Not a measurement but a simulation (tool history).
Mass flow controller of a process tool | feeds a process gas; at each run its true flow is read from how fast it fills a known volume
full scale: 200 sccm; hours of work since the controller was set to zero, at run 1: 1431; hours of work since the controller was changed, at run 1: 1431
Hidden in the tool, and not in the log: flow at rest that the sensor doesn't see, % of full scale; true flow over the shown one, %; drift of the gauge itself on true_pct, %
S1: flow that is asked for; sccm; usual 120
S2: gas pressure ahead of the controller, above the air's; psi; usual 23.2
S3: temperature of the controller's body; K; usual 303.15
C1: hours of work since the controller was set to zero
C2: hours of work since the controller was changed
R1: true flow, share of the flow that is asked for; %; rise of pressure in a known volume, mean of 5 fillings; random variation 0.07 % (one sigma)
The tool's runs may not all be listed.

run,day,S1,S2,S3,C1,C2,R1
1,0.000,120,23.2,303.15,1431,1431,98.12
2,3.217,120,23.2,303.15,1484,1484,98.21
3,6.150,120,23.2,312.15,1533,1533,97.13
4,8.908,120,23.2,312.15,1579,1579,97.26
5,12.658,120,23.2,312.15,1641,1641,97.01
6,15.425,120,23.2,303.15,1687,1687,97.77
7,18.283,120,37.4,303.15,1734,1734,98.47
8,19.921,76,32.5,303.15,1761,1761,97.62
9,23.650,190,23.2,299.15,1823,1823,99.05
10,26.421,87,23.2,299.15,1869,1869,97.55
11,29.479,87,23.2,299.15,1920,1920,97.51
12,31.988,39,36.4,298.15,1962,1962,97.48
13,35.850,36,23.2,293.15,2026,2026,97.40

4 ways to go on from here, each from the tool as it stands after run 13. What would each give?
A,39.467,91,23.2,293.15,2086,2086,?
B,39.467,36,33.8,293.15,2086,2086,?
C,39.467,21,23.5,301.15,2086,2086,?
D,39.467,120,23.2,313.15,2086,2086,?

run,R1
A,97.88
B,97.77
C,96.31
D,96.61
Without the tool's hidden state the same runs would have given:
run,R1
A,98.52
B,98.40
C,96.93
D,97.23

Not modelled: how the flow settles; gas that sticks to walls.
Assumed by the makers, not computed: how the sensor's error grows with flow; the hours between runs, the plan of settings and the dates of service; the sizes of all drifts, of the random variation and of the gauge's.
